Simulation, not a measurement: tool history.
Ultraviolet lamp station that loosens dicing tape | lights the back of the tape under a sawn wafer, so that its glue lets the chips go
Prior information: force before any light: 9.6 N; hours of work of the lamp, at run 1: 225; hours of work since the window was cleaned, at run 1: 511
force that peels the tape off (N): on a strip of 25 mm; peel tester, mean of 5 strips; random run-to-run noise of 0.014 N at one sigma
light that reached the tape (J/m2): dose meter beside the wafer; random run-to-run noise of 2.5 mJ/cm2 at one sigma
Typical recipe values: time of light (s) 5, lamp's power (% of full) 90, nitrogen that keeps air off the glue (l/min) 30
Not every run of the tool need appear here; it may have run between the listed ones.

run   hour  time of light (s)  lamp's power (% of full)  nitrogen that keeps air off the glue (l/min)  hours of work of the lamp  hours of work since the window was cleaned  force that peels the tape off (N)  light that reached the tape (J/m2)
  1      0                  5                        90                                            30                        225                                         511                              0.909                                2450
  2     31                  5                        61                                            30                        244                                         529                              1.871                                1660
  3   58.5                  5                        90                                            30                        261                                         546                              0.917                                2400
  4   83.4                  5                        90                                            30                        276                                         561                              0.911                                2390
      89.7  -- window cleaned of glue's vapour
  5  105.6                  5                        90                                            30                        289                                          10                              0.981                                2380
  6  130.1                  5                        90                                            30                        304                                          25                              0.988                                2340
  7    147                  5                        90                                            30                        314                                          35                              1.008                                2310
  8  161.5                  5                        90                                            30                        323                                          44                              1.032                                2290
  9  190.9                  5                        90                                            30                        341                                          62                              1.026                                2270
       201  -- window cleaned of glue's vapour, once more
 10    210                  5                        90                                            30                        352                                           6                              0.767                                2550
 11  230.6                  5                        90                                            30                        365                                          18                              0.826                                2530
 12    247                  5                        90                                            44                        375                                          28                              0.619                                2560
 13  274.7                  2                        91                                            10                        392                                          45                              4.993                                1010
 14  309.5                  3                        78                                            34                        413                                          66                              2.538                                1280
 15  339.4                  3                        78                                            34                        431                                          84                              2.519                                1290
 16  360.1                  5                        78                                            34                        444                                          97                              1.106                                2140
 17  385.5                  5                        78                                            60                        459                                         112                              0.747                                2140
 18  403.9                  2                        90                                            10                        470                                         123                              5.233                                 950
 19  425.8                  3                        80                                            55                        484                                         137                              2.092                                1300
 20  456.3                  3                        80                                            55                        502                                         155                              2.065                                1250
 21  477.3                  4                        80                                            55                        515                                         168                              1.279                                1690
 22  503.3                  4                        80                                            55                        531                                         184                              1.254                                1700

Below are 4 alternative next runs, each starting from the tool's condition after run 22. Predict each:
  A  521.6                  8                        98                                            49                        542                                         195                                  ?                                   ?
  B  521.6                  9                        82                                            15                        542                                         195                                  ?                                   ?
  C  521.6                  4                        80                                            16                        542                                         195                                  ?                                   ?
  D  521.6                  6                        92                                            55                        542                                         195                                  ?                                   ?

run  force that peels the tape off (N)  light that reached the tape (J/m2)
  A                               0.18                                4050
  B                              0.575                                3840
  C                              2.541                                1660
  D                              0.376                                2900
With no hidden state in the tool, these same runs would have given:
run  force that peels the tape off (N)  light that reached the tape (J/m2)
  A                              0.136                                4880
  B                              0.365                                4630
  C                              1.953                                2000
  D                               0.24                                3490

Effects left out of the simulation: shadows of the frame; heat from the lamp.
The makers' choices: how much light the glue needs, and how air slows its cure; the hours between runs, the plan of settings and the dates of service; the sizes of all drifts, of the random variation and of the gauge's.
